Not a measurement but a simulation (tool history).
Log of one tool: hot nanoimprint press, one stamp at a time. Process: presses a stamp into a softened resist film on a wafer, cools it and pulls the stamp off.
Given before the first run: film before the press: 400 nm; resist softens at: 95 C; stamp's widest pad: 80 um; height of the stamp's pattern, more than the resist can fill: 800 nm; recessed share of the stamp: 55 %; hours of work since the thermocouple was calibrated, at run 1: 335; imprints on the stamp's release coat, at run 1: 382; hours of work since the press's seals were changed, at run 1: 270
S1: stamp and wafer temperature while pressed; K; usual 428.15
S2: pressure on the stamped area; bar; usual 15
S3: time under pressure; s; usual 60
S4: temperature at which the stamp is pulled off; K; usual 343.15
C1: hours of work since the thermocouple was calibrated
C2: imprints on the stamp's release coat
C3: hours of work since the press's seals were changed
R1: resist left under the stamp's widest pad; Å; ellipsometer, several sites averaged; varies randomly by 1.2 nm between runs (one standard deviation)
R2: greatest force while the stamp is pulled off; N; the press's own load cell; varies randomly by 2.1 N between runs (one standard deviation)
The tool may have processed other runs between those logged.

run,hour,S1,S2,S3,S4,C1,C2,C3,R1,R2
1,0.0,428.15,15,60,343.15,335,382,270,1680,103
2,26.7,428.15,15,60,343.15,347,438,282,1689,106
3,69.1,428.15,15,60,343.15,366,528,301,1672,108
4,120.6,435.15,15,60,343.15,389,637,324,1140,105
5,144.9,424.15,15,60,343.15,400,689,335,2053,114
6,198.2,440.15,15,60,343.15,425,802,360,897,116
7,233.4,440.15,15,60,343.15,441,876,376,869,112
8,271.2,428.15,15,107,343.15,458,956,393,1302,119
9,320.6,428.15,15,60,343.15,480,1061,415,1634,117
# hour 356.1: stamp cleaned and given a new release coat
# hour 369.4: plate thermocouple calibrated
10,382.3,428.15,15,60,334.15,6,49,439,1823,121
11,431.6,428.15,15,60,334.15,28,154,461,1800,128
12,482.0,428.15,15,60,334.15,51,261,484,1804,132
13,528.3,438.15,15,60,334.15,72,359,505,1064,134
14,572.8,438.15,15,60,334.15,92,453,525,1060,146
15,619.5,428.15,15,60,336.15,113,552,546,1783,130

For run 16, what comes out?
16,660.8,428.15,15,60,336.15,132,639,565,?,?

{"run 16": {"R1": 1764, "R2": 136}}
If the tool had no hidden condition, the same run with the same run-to-run variation would have returned R1 1832 Å, R2 113 N.
